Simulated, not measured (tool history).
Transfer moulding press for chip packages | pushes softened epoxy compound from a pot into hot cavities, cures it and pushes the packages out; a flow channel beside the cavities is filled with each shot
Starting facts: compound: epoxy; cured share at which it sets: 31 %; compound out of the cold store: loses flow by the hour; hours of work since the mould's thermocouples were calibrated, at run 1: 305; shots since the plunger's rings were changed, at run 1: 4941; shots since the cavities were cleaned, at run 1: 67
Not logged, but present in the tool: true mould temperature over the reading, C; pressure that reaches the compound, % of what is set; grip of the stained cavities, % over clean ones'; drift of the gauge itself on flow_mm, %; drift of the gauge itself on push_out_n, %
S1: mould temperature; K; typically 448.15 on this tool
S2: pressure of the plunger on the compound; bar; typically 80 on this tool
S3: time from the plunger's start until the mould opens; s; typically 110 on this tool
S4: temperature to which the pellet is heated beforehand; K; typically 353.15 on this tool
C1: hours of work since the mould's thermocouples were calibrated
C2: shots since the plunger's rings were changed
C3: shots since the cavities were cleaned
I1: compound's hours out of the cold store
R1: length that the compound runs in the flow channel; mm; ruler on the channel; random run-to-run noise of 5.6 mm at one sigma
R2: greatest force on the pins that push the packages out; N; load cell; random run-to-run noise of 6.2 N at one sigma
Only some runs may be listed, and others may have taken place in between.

run     day      S1    S2   S3      S4   C1    C2   C3    I1   R1   R2
  1       0  448.15    80  110  353.15  305  4941   67  46.4  537  267
  2   0.688  448.15    80  110  353.15  314  5077  203    36  575  306
  3   1.446  448.15    80  110  353.15  323  5226  352  23.9  611  329
  4   2.358  448.15    80  110  353.15  335  5407  533  10.6  660  372
  5   3.317  448.15  71.6  110  353.15  348  5596  722  12.2  608  372
      3.562  -- cavities cleaned with cleaning compound and waxed
  6   4.042  448.15  71.6  110  353.15  356  5726   94  46.7  502  258
  7   4.921  448.15  71.6  110  353.15  368  5900  268  32.8  538  301
  8   5.738  448.15  71.6  110  353.15  378  6062  430  26.3  560  339
  9    6.55  448.15  92.5  110  353.15  389  6221  589  30.9  609  349
      7.446  -- plunger's sealing rings changed
      7.554  -- cavities cleaned with cleaning compound and waxed
 10   7.688  448.15  92.5  110  353.15  401    35   26  29.9  694  256
 11   8.471  448.15  92.5  110  353.15  411   190  181  42.2  637  295
 12   9.158  448.15  92.5  110  353.15  420   325  316  41.6  644  318
 13  10.233  448.15  92.5  110  353.15  434   538  529  32.4  676  348
       10.5  -- mould's thermocouples calibrated
 14  11.175  448.15  92.5  110  353.15    9   707  698  12.1  764  394
     11.521  -- cavities cleaned with cleaning compound and waxed
 15  11.688  448.15  87.9  129  353.15   15   796   33  15.3  735  242
 16  12.271  443.15    80  110  353.15   22   911  148  32.8  627  355
 17  13.083  450.15  60.3  110  363.15   33  1071  308    15  595  303
 18  13.783  450.15  60.3  110  363.15   42  1210  447  25.4  564  327
 19  14.308  455.15  96.9  119  355.15   48  1313  550    10  770  326
 20  15.146  454.15    80  110  353.15   59  1478  715  17.2  679  340
     15.396  -- cavities cleaned with cleaning compound and waxed
 21  15.892  453.15    94  100  345.15   68  1614   99  41.3  641  258
 22  16.333  455.15    80  112  353.15   74  1700  185    11  704  260
 23  17.129  455.15    80  112  353.15   84  1858  343  40.8  579  291
 24  17.817  455.15    80  112  353.15   93  1993  478  42.2  580  294
 25  18.796  448.15    80  129  353.15  106  2187  672  23.3  649  323
     19.279  -- cavities cleaned with cleaning compound and waxed
 26  19.333  444.15    80  120  353.15  112  2281   11  22.9  649  258
 27  19.817  444.15    80  120  353.15  118  2376  106  13.6  689  284
 28  20.262  448.15  85.2  115  359.15  124  2464  194  43.7  587  267

Pick out some run-to-run changes in R1. Of each, how much would a tool without hidden state show as well, from the settings, what came in and chance, and how much is left for the hidden state and any gauge scatter not in both results compared?
Run 5 -> 6: cavities cleaned with cleaning compound and waxed. R1 -106 mm: hidden state +10, all else -116.
Run 9 -> 10: plunger's sealing rings changed, cavities cleaned with cleaning compound and waxed. R1 +85 mm: hidden state +73, all else +12.
Run 18 -> 19: S1 450.15 -> 455.15, S2 60.3 -> 96.9, S3 110 -> 119, S4 363.15 -> 355.15. R1 +206 mm: hidden state -6, all else +212.
Run 22 -> 23: no setting changed, nothing entered. R1 -125 mm: hidden state +2, all else -127.
